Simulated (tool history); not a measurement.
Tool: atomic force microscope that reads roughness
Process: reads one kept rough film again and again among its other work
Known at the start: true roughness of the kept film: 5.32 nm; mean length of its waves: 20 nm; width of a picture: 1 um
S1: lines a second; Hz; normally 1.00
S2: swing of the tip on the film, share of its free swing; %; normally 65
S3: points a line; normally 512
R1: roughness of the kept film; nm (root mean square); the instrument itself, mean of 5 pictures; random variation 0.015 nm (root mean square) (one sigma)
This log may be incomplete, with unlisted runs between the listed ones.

run 1 hour=0.0 | S1=1.00 S2=65 S3=512 | R1=3.465
run 2 hour=27.1 | S1=1.00 S2=65 S3=512 | R1=3.167
run 3 hour=58.9 | S1=1.00 S2=65 S3=581 | R1=2.887
run 4 hour=108.1 | S1=1.00 S2=65 S3=581 | R1=2.576
run 5 hour=158.4 | S1=1.00 S2=65 S3=669 | R1=2.264
-- hour=186.0 new tip fitted
run 6 hour=207.1 | S1=1.00 S2=65 S3=669 | R1=3.447
run 7 hour=245.7 | S1=1.00 S2=65 S3=669 | R1=3.094
run 8 hour=296.0 | S1=3.66 S2=65 S3=512 | R1=2.486
-- hour=301.0 height scale calibrated on a step standard
run 9 hour=335.0 | S1=2.17 S2=65 S3=512 | R1=2.366
run 10 hour=365.6 | S1=2.17 S2=65 S3=512 | R1=2.242
-- hour=395.6 new tip fitted
run 11 hour=409.0 | S1=2.17 S2=65 S3=512 | R1=3.333
run 12 hour=435.4 | S1=2.59 S2=89 S3=512 | R1=2.527
run 13 hour=485.3 | S1=1.11 S2=65 S3=443 | R1=2.779
run 14 hour=509.7 | S1=1.11 S2=65 S3=443 | R1=2.586
run 15 hour=556.6 | S1=1.52 S2=80 S3=512 | R1=2.169
-- hour=569.7 height scale calibrated on a step standard, once more
-- hour=604.1 new tip fitted
run 16 hour=604.1 | S1=1.00 S2=65 S3=556 | R1=3.594

For run 17, what comes out?
run 17 hour=627.7 | S1=0.71 S2=76 S3=657 | R1=?

{"run 17": {"R1": 3.321}}
Take away the tool's hidden state, keep the run-to-run variation as it was, and the same run would have given R1 3.715 nm (root mean square).

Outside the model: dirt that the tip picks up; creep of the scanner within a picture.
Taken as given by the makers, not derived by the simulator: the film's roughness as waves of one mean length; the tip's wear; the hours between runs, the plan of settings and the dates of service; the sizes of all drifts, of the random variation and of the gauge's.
